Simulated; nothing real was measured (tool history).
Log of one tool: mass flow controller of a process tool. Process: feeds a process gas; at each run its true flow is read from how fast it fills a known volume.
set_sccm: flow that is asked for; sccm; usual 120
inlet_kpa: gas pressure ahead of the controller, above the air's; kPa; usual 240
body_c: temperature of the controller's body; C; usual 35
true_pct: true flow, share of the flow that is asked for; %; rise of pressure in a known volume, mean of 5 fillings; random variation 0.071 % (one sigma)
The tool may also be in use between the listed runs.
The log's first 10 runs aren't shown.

| run | day | set_sccm | inlet_kpa | body_c | hours of work since the controller was set to zero | hours of work since the controller was changed | true_pct |
|---|---|---|---|---|---|---|---|
| 11 | 54.454 | 120 | 240 | 37 | 3617 | 3617 | 100.51 |
| 12 | 59.092 | 120 | 240 | 37 | 3679 | 3679 | 100.52 |
| 13 | 64.325 | 120 | 240 | 37 | 3749 | 3749 | 100.45 |
| 14 | 71.596 | 120 | 240 | 37 | 3846 | 3846 | 100.62 |
| 15 | 76.588 | 83 | 240 | 35 | 3913 | 3913 | 99.87 |
| 16 | 80.217 | 83 | 240 | 35 | 3961 | 3961 | 99.91 |
| 17 | 84.654 | 83 | 240 | 35 | 4020 | 4020 | 100.03 |
| 18 | 88.921 | 120 | 151 | 32 | 4077 | 4077 | 100.6 |
| 19 | 93.275 | 196 | 274 | 32 | 4135 | 4135 | 101.02 |
| 20 | 96.792 | 27 | 274 | 23 | 4182 | 4182 | 97.15 |
| 21 | 101.317 | 143 | 276 | 26 | 4243 | 4243 | 100.15 |
| 22 | 107.158 | 137 | 276 | 26 | 4321 | 4321 | 99.96 |
| 23 | 113.171 | 120 | 276 | 21 | 4401 | 4401 | 99.65 |
| 24 | 118.233 | 120 | 240 | 25 | 4468 | 4468 | 99.84 |
| 25 | 123.983 | 61 | 240 | 25 | 4545 | 4545 | 98.94 |
| 26 | 130.533 | 46 | 246 | 38 | 4633 | 4633 | 99.04 |
| 27 | 133.638 | 146 | 246 | 38 | 4674 | 4674 | 101.05 |
| 28 | 136.954 | 146 | 246 | 38 | 4718 | 4718 | 101.13 |
| 29 | 143.517 | 120 | 140 | 35 | 4806 | 4806 | 100.97 |
| 30 | 147.933 | 120 | 140 | 35 | 4865 | 4865 | 101 |

Forecast run 31:
| 31 | 154.446 | 120 | 223 | 35 | 4952 | 4952 | ? |

true_pct: 100.57 %
Without the tool's hidden state the same run would have given true_pct 99.67 %.
